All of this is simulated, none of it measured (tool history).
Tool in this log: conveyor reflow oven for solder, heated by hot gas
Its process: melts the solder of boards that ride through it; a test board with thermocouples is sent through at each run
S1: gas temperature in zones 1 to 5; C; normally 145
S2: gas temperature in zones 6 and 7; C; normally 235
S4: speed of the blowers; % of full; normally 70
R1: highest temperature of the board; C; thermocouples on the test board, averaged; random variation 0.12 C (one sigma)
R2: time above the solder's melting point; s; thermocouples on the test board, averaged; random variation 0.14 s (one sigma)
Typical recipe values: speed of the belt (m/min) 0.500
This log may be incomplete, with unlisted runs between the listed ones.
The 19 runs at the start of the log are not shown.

run 20 hour=221.2 | S1=145 S2=235 speed_of_the_belt_(m/min)=0.467 S4=56 | R1=219.3 R2=83.0
run 21 hour=228.2 | S1=145 S2=235 speed_of_the_belt_(m/min)=0.505 S4=52 | R1=216.0 R2=72.6
run 22 hour=238.9 | S1=145 S2=244 speed_of_the_belt_(m/min)=0.510 S4=50 | R1=222.8 R2=78.0
run 23 hour=248.6 | S1=145 S2=235 speed_of_the_belt_(m/min)=0.500 S4=61 | R1=218.2 R2=75.9
run 24 hour=255.7 | S1=145 S2=235 speed_of_the_belt_(m/min)=0.500 S4=61 | R1=218.0 R2=76.1
run 25 hour=264.3 | S1=145 S2=229 speed_of_the_belt_(m/min)=0.500 S4=70 | R1=214.7 R2=73.0
run 26 hour=278.0 | S1=145 S2=229 speed_of_the_belt_(m/min)=0.500 S4=70 | R1=214.6 R2=73.1
-- hour=291.9 flux residue cleaned out of gas plates and filters
run 27 hour=295.2 | S1=137 S2=226 speed_of_the_belt_(m/min)=0.456 S4=68 | R1=213.0 R2=74.9
run 28 hour=310.3 | S1=137 S2=226 speed_of_the_belt_(m/min)=0.425 S4=69 | R1=214.9 R2=83.7
run 29 hour=322.7 | S1=137 S2=226 speed_of_the_belt_(m/min)=0.425 S4=69 | R1=214.9 R2=83.8
run 30 hour=333.1 | S1=148 S2=225 speed_of_the_belt_(m/min)=0.500 S4=62 | R1=210.6 R2=69.7

4 ways to go on from here, each from the tool as it stands after run 30. What would each give?
run A hour=348.7 | S1=145 S2=235 speed_of_the_belt_(m/min)=0.415 S4=70 | R1=? R2=?
run B hour=348.7 | S1=151 S2=225 speed_of_the_belt_(m/min)=0.521 S4=52 | R1=? R2=?
run C hour=348.7 | S1=145 S2=224 speed_of_the_belt_(m/min)=0.500 S4=70 | R1=? R2=?
run D hour=348.7 | S1=148 S2=249 speed_of_the_belt_(m/min)=0.500 S4=62 | R1=? R2=?

run=A R1=225.1 R2=100.1
run=B R1=208.1 R2=64.2
run=C R1=210.5 R2=68.3
run=D R1=231.2 R2=87.8
Take away the tool's hidden state, keep each run's random variation, and the runs would have read:
run=A R1=225.1 R2=100.1
run=B R1=208.1 R2=64.1
run=C R1=210.5 R2=68.3
run=D R1=231.2 R2=87.7

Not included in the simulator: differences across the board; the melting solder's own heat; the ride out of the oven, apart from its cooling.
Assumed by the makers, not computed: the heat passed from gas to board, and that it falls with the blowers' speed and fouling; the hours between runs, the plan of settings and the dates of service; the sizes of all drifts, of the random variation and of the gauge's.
